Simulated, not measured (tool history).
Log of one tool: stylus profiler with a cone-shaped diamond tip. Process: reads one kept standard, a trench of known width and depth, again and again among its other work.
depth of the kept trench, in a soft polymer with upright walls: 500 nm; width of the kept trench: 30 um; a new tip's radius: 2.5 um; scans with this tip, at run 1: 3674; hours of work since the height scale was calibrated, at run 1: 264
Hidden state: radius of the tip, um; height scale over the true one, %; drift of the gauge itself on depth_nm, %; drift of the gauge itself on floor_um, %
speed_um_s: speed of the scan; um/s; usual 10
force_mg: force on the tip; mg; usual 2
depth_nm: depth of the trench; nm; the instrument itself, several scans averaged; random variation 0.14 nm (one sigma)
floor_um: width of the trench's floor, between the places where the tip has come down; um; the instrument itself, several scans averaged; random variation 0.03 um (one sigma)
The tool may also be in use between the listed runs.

run   hour  speed_um_s  force_mg  scans with this tip  hours of work since the height scale was calibrated  depth_nm  floor_um
  1      0          10         2                 3674                                                  264    505.92     26.82
  2   16.4          10      0.86                 3810                                                  273    503.23     26.77
  3   35.4          10      0.86                 3968                                                  285    503.24     26.68
  4   55.6          10      0.86                 4137                                                  297     503.4     26.71
  5   75.8          10      0.86                 4305                                                  309    503.18     26.75
  6     92          10      0.86                 4440                                                  319    503.24     26.73
  7  111.6          10         2                 4603                                                  330    505.71     26.72
  8  120.6          16         2                 4678                                                  336    506.02     26.71
  9  141.5          16         2                 4852                                                  348    506.04     26.68
 10  157.4          30         2                 4984                                                  358     505.9     26.59
 11  168.2          10      4.16                 5074                                                  364    509.99     26.71
 12  182.4          10      4.16                 5193                                                  373    509.95     26.79
 13  200.3          10      4.16                 5342                                                  383       510     26.68
 14  218.5          10         2                 5493                                                  394    505.84     26.66
 15  230.6          10         2                 5594                                                  401     505.9     26.71
 16  251.7          10         2                 5770                                                  414    506.07     26.64
 17  264.9          10         2                 5880                                                  422    505.82      26.6
 18    285          10       4.5                 6047                                                  434    510.29     26.73
 19  304.8          10       4.5                 6212                                                  446    510.45     26.64
 20  317.7          10       4.5                 6320                                                  453    510.53     26.61
 21    331          10      1.98                 6430                                                  461       506     26.61
 22  351.9          10       1.2                 6604                                                  474    504.24     26.63
 23  361.1           5      1.66                 6681                                                  479    504.74     26.62
 24  373.7           4      2.46                 6786                                                  487    506.99     26.64
 25  386.5           4      1.27                 6893                                                  495     504.2     26.61
 26  404.8           4      1.45                 7045                                                  505    504.53     26.62
 27  417.4           6      1.45                 7150                                                  513    504.44     26.59
 28  426.3           4         2                 7224                                                  518    505.85     26.58
 29  443.3           4         2                 7365                                                  528    505.81     26.59
 30  459.7           5      1.12                 7502                                                  538    503.73     26.66
 31  474.3           4      5.57                 7624                                                  547    511.81     26.63
 32  491.7          38      5.57                 7769                                                  557    511.82     26.45
 33  508.1           8      0.69                 7905                                                  567    502.31      26.5
 34    524          12      2.18                 8037                                                  577    506.12     26.54
 35  534.5           4      1.57                 8125                                                  583    504.95     26.56
 36  546.4          27      0.87                 8224                                                  590    502.99      26.4
 37  557.5           3      0.73                 8317                                                  597    502.57     26.54
 38  567.5           3      0.73                 8400                                                  603    502.51     26.56
 39  584.1           3      0.73                 8538                                                  613     502.8     26.49
 40  597.9          25       0.7                 8653                                                  621    502.43     26.37
 41  606.9          38      1.33                 8728                                                  626     504.1     26.41
 42  619.5          38      1.33                 8833                                                  634    504.22     26.36
 43  629.7          18      5.86                 8918                                                  640    512.55      26.5
 44  649.4          18      5.86                 9082                                                  652    512.55      26.5

Forecast each of these 4 alternatives for the next run:
  A  668.4          15      2.59                 9240                                                  663         ?         ?
  B  668.4          29      3.55                 9240                                                  663         ?         ?
  C  668.4          10      0.96                 9240                                                  663         ?         ?
  D  668.4          10      5.86                 9240                                                  663         ?         ?

run  depth_nm  floor_um
  A    506.68     26.47
  B    508.78     26.39
  C    503.09     26.44
  D    512.22     26.43
Without the tool's hidden state the same runs would have given:
run  depth_nm  floor_um
  A    507.53     26.96
  B    509.64     26.88
  C    503.94     26.94
  D    513.08     26.93
